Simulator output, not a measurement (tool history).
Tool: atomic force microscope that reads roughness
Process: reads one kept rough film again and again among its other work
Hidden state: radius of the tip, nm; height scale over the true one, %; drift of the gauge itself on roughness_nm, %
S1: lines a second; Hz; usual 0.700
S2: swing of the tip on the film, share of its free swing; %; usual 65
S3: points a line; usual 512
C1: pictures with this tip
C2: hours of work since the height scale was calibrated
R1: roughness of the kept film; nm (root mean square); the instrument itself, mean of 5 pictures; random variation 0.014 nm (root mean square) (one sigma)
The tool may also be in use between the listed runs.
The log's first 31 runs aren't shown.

run,hour,S1,S2,S3,C1,C2,R1
32,773.5,2.302,65,512,174,59,2.684
33,803.4,0.749,57,750,209,71,2.828
34,831.2,0.749,57,750,242,83,2.750
35,857.6,0.872,80,399,273,94,2.465
36,888.3,3.444,69,314,309,107,2.152
# hour 901.4: new tip fitted
37,917.7,0.521,55,387,19,119,3.420
38,940.1,0.521,69,415,46,128,3.290
39,962.6,1.747,86,415,72,137,2.636
40,979.7,3.418,76,512,92,144,2.465
41,1014.7,0.775,87,468,133,159,2.752
42,1047.0,0.700,82,877,171,172,2.767
43,1073.5,0.700,82,877,202,184,2.685
44,1099.6,3.342,83,500,232,194,1.985

Forecast each of these 5 alternatives for the next run:
A,1115.5,0.683,73,515,251,201,?
B,1115.5,0.700,65,842,251,201,?
C,1115.5,0.708,65,842,251,201,?
D,1115.5,0.700,65,339,251,201,?
E,1115.5,0.700,78,390,251,201,?

run,R1
A,2.636
B,2.693
C,2.721
D,2.660
E,2.575
Without the tool's hidden state the same runs would have given:
run,R1
A,3.395
B,3.468
C,3.501
D,3.424
E,3.316

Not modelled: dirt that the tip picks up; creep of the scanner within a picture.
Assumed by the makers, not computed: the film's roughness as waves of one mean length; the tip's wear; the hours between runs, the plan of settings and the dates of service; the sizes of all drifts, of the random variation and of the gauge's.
